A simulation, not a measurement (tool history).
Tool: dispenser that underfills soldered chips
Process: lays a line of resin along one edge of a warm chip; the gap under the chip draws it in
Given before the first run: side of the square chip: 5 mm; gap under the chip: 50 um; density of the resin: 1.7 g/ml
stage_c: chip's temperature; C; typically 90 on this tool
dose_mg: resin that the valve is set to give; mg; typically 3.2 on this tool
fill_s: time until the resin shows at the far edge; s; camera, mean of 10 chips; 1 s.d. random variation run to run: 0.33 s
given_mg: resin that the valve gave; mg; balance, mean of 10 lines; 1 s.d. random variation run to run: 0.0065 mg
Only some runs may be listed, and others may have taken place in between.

Run 1, day 0: usual settings. Result: fill_s 24.8 s, given_mg 3.19 mg.
Run 2, day 0.096: usual settings. Result: fill_s 26 s, given_mg 3.197 mg.
At day 0.142: new syringe of resin.
Run 3, day 0.304: usual settings. Result: fill_s 23.5 s, given_mg 3.175 mg.
At day 0.521: new syringe of resin.
Run 4, day 0.529: usual settings. Result: fill_s 22.1 s, given_mg 3.182 mg.
Run 5, day 0.671: usual settings. Result: fill_s 23.5 s, given_mg 3.184 mg.
Run 6, day 0.838: usual settings but dose_mg 3.84 mg. Result: fill_s 24.8 s, given_mg 3.815 mg.
At day 0.908: new syringe of resin.
Run 7, day 0.954: usual settings but stage_c 96 C. Result: fill_s 17.4 s, given_mg 3.181 mg.
Run 8, day 1.125: usual settings but stage_c 82 C. Result: fill_s 32.2 s, given_mg 3.182 mg.
At day 1.296: new syringe of resin.
Run 9, day 1.3: usual settings but stage_c 82 C. Result: fill_s 29.7 s, given_mg 3.173 mg.
Run 10, day 1.429: usual settings. Result: fill_s 23.6 s, given_mg 3.168 mg.
Run 11, day 1.6: usual settings but stage_c 95 C. Result: fill_s 21.1 s, given_mg 3.167 mg.
At day 1.679: new syringe of resin.
Run 12, day 1.762: usual settings but stage_c 80 C, dose_mg 3.96 mg. Result: fill_s 31.8 s, given_mg 3.913 mg.
Run 13, day 1.979: usual settings but stage_c 76 C, dose_mg 3.07 mg. Result: fill_s 43.8 s, given_mg 3.019 mg.
At day 2.071: new syringe of resin.
Run 14, day 2.083: usual settings but stage_c 76 C, dose_mg 3.07 mg. Result: fill_s 37.5 s, given_mg 3.028 mg.
Run 15, day 2.258: usual settings but dose_mg 3.62 mg. Result: fill_s 24 s, given_mg 3.573 mg.
Run 16, day 2.425: usual settings but stage_c 104 C, dose_mg 4.08 mg. Result: fill_s 15.9 s, given_mg 4.032 mg.
At day 2.458: new syringe of resin.
Run 17, day 2.646: usual settings but stage_c 104 C, dose_mg 4.08 mg. Result: fill_s 13.6 s, given_mg 4.016 mg.
Run 18, day 2.804: usual settings but stage_c 104 C, dose_mg 4.08 mg. Result: fill_s 15.3 s, given_mg 4.01 mg.
At day 2.846: new syringe of resin.
Run 19, day 2.992: usual settings but stage_c 95 C, dose_mg 3.44 mg. Result: fill_s 19.3 s, given_mg 3.363 mg.

Here are 3 independent what-if runs from the current tool condition. What would each one return?
Run A, day 3.083: usual settings but stage_c 101 C, dose_mg 3.04 mg. Result: fill_s ?, given_mg ?.
Run B, day 3.083: usual settings but stage_c 104 C, dose_mg 3.59 mg. Result: fill_s ?, given_mg ?.
Run C, day 3.083: usual settings but stage_c 92 C, dose_mg 2.92 mg. Result: fill_s ?, given_mg ?.

run  fill_s  given_mg
  A    16.8     2.982
  B    15.2     3.521
  C    23.4     2.857
Had the tool no hidden state, the same runs would have come out as:
run  fill_s  given_mg
  A    14.5     3.038
  B    13.1     3.588
  C    20.2     2.911

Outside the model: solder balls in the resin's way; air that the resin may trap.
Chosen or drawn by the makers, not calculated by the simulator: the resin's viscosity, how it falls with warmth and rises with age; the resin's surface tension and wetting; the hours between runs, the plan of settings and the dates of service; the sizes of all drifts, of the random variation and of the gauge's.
